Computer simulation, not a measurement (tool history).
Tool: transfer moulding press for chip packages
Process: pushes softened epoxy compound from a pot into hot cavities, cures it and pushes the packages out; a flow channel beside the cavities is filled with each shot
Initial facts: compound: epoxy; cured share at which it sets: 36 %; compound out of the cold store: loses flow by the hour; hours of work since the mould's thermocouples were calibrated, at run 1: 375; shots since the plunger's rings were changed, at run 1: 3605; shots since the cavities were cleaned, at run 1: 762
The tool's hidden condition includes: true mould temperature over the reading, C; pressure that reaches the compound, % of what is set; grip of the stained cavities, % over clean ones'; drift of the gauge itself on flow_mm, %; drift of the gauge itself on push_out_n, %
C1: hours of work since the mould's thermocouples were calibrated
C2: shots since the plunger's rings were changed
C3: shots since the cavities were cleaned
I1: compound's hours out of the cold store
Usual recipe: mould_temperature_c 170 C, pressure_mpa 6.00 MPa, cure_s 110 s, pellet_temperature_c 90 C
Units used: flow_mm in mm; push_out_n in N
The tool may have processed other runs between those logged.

run 1 hour=0.0 | mould_temperature_c=170 pressure_mpa=6.00 cure_s=110 pellet_temperature_c=90 | C1=375 C2=3605 C3=762 | I1=20.0 | flow_mm=1003 push_out_n=229
run 2 hour=10.0 | mould_temperature_c=170 pressure_mpa=6.00 cure_s=110 pellet_temperature_c=90 | C1=382 C2=3715 C3=872 | I1=9.5 | flow_mm=1024 push_out_n=233
run 3 hour=17.6 | mould_temperature_c=170 pressure_mpa=6.00 cure_s=110 pellet_temperature_c=90 | C1=387 C2=3798 C3=955 | I1=10.3 | flow_mm=1036 push_out_n=227
-- hour=23.0 mould's thermocouples calibrated
-- hour=26.0 cavities cleaned with cleaning compound and waxed
run 4 hour=30.2 | mould_temperature_c=170 pressure_mpa=6.00 cure_s=141 pellet_temperature_c=90 | C1=4 C2=3898 C3=46 | I1=39.9 | flow_mm=957 push_out_n=181
run 5 hour=46.0 | mould_temperature_c=170 pressure_mpa=6.00 cure_s=110 pellet_temperature_c=90 | C1=15 C2=4071 C3=219 | I1=10.0 | flow_mm=1014 push_out_n=230
run 6 hour=58.8 | mould_temperature_c=170 pressure_mpa=6.00 cure_s=110 pellet_temperature_c=90 | C1=24 C2=4211 C3=359 | I1=35.8 | flow_mm=944 push_out_n=221
-- hour=63.7 plunger's sealing rings changed
run 7 hour=77.0 | mould_temperature_c=170 pressure_mpa=6.00 cure_s=110 pellet_temperature_c=90 | C1=35 C2=146 C3=532 | I1=47.7 | flow_mm=922 push_out_n=221
run 8 hour=91.4 | mould_temperature_c=170 pressure_mpa=6.00 cure_s=110 pellet_temperature_c=92 | C1=45 C2=304 C3=690 | I1=38.6 | flow_mm=942 push_out_n=227
run 9 hour=105.9 | mould_temperature_c=170 pressure_mpa=7.44 cure_s=110 pellet_temperature_c=92 | C1=55 C2=462 C3=848 | I1=22.6 | flow_mm=1095 push_out_n=215
run 10 hour=115.4 | mould_temperature_c=170 pressure_mpa=6.00 cure_s=110 pellet_temperature_c=90 | C1=61 C2=568 C3=954 | I1=23.9 | flow_mm=973 push_out_n=226
-- hour=122.1 cavities cleaned with cleaning compound and waxed
run 11 hour=132.5 | mould_temperature_c=170 pressure_mpa=6.00 cure_s=110 pellet_temperature_c=90 | C1=72 C2=738 C3=114 | I1=15.4 | flow_mm=1003 push_out_n=241
run 12 hour=144.6 | mould_temperature_c=171 pressure_mpa=6.00 cure_s=110 pellet_temperature_c=90 | C1=80 C2=870 C3=246 | I1=35.0 | flow_mm=954 push_out_n=223
run 13 hour=155.7 | mould_temperature_c=171 pressure_mpa=6.00 cure_s=110 pellet_temperature_c=90 | C1=88 C2=992 C3=368 | I1=22.0 | flow_mm=980 push_out_n=209
run 14 hour=162.6 | mould_temperature_c=171 pressure_mpa=6.00 cure_s=110 pellet_temperature_c=90 | C1=93 C2=1069 C3=445 | I1=27.8 | flow_mm=968 push_out_n=211
run 15 hour=172.3 | mould_temperature_c=166 pressure_mpa=5.71 cure_s=115 pellet_temperature_c=94 | C1=100 C2=1175 C3=551 | I1=33.5 | flow_mm=947 push_out_n=250
run 16 hour=186.7 | mould_temperature_c=173 pressure_mpa=4.76 cure_s=114 pellet_temperature_c=88 | C1=109 C2=1333 C3=709 | I1=42.1 | flow_mm=817 push_out_n=197
run 17 hour=199.7 | mould_temperature_c=170 pressure_mpa=6.00 cure_s=110 pellet_temperature_c=96 | C1=118 C2=1475 C3=851 | I1=36.4 | flow_mm=941 push_out_n=217

Run 18 is up next; what results do you expect?
run 18 hour=210.0 | mould_temperature_c=170 pressure_mpa=4.97 cure_s=110 pellet_temperature_c=90 | C1=126 C2=1588 C3=964 | I1=46.0 | flow_mm=? push_out_n=?

Run 18 came out at flow_mm 835 mm, push_out_n 217 N.
Were there no unlogged condition in the tool, this run, its random variation unchanged, would have produced flow_mm 835 mm, push_out_n 215 N.
